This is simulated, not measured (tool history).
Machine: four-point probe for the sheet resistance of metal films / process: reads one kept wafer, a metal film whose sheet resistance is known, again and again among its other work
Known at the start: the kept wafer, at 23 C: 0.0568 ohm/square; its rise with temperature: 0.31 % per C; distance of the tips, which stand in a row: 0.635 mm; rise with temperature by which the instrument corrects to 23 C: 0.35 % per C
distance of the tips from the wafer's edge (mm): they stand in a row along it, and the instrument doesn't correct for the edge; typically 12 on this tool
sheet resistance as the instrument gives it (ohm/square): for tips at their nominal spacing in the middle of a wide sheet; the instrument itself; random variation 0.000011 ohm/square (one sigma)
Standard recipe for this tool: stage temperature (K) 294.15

run	hour	stage temperature (K)	distance of the tips from the wafer's edge (mm)	sheet resistance as the instrument gives it (ohm/square)
1	0.0	294.15	12	0.056734
2	110.3	294.15	12	0.056702
3	167.4	294.15	12	0.056690
4	228.6	294.15	12	0.056676
5	286.3	305.15	12	0.056406
6	403.3	296.15	12	0.056639
7	487.9	292.15	12	0.056707
8	570.3	292.15	12	0.056690
9	690.2	292.15	12	0.056666
10	769.6	292.15	12	0.056635
11	882.2	292.15	12	0.056621
12	979.3	292.15	12	0.056594
# hour 985.6: stage's thermometer calibrated
13	1039.9	292.15	12	0.056609
14	1145.1	292.15	12	0.056590
15	1245.1	293.15	6	0.056805
16	1295.7	302.15	15	0.056324
17	1377.7	302.15	15	0.056296
18	1432.2	302.15	15	0.056263
19	1499.2	301.15	73	0.056248
# hour 1546.3: stage's thermometer calibrated, once more
20	1561.0	299.15	57	0.056256
21	1636.6	303.15	19	0.056185
22	1737.3	303.15	19	0.056165
23	1810.3	303.15	19	0.056164

The logged runs with the hidden state left out (each run's random variation unchanged):
The tool's hidden condition here consists of: inner tips' distance over the nominal, %; tips' flats over new ones', %; wafer's true temperature over the reading, C; drift of the gauge itself on sheet_ohm, %.
run	sheet resistance as the instrument gives it (ohm/square)
1	0.056938
2	0.056924
3	0.056922
4	0.056916
5	0.056655
6	0.056908
7	0.056992
8	0.056988
9	0.056986
10	0.056967
11	0.056972
12	0.056960
13	0.056979
14	0.056977
15	0.057209
16	0.056734
17	0.056718
18	0.056694
19	0.056691
20	0.056736
21	0.056676
22	0.056672
23	0.056682
